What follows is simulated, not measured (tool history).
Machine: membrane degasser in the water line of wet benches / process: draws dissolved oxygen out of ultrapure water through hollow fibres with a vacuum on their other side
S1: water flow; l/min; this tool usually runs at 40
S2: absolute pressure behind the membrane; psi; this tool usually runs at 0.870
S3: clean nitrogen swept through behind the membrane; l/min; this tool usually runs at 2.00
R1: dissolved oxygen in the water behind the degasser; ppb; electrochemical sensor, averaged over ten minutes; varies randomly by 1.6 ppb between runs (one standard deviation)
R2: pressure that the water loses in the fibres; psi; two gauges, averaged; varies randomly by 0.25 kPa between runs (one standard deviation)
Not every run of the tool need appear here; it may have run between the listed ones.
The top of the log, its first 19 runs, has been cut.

run,hour,S1,S2,S3,R1,R2
20,2191.5,43,1.590,1.99,392.4,10.437
21,2309.4,43,1.590,1.99,397.4,10.383
22,2429.4,43,1.590,1.99,401.0,10.422
23,2563.9,43,1.590,1.99,387.4,10.402
24,2691.4,43,1.590,1.99,397.1,10.415
25,2809.8,28,1.590,1.92,265.1,6.795
26,2910.2,59,1.027,0.89,519.0,14.293
27,3034.8,59,1.027,0.89,523.8,14.256
28,3179.2,59,1.027,0.89,533.9,14.336
# hour 3190.3: vacuum gauge calibrated
# hour 3232.3: seals of the vacuum lines changed
29,3252.0,59,1.027,0.89,518.0,14.293
30,3341.1,40,0.554,2.00,61.7,9.722

Alternative continuations, all from the tool just after run 30; predict every row:
A,3475.6,40,0.870,0.91,?,?
B,3475.6,55,0.554,2.00,?,?
C,3475.6,38,2.110,3.34,?,?
D,3475.6,43,0.609,2.00,?,?

run,R1,R2
A,267.0,9.678
B,115.6,13.259
C,318.3,9.133
D,87.3,10.334
Without the tool's hidden state the same runs would have given:
run,R1,R2
A,266.7,9.829
B,115.2,13.464
C,318.1,9.275
D,87.1,10.495
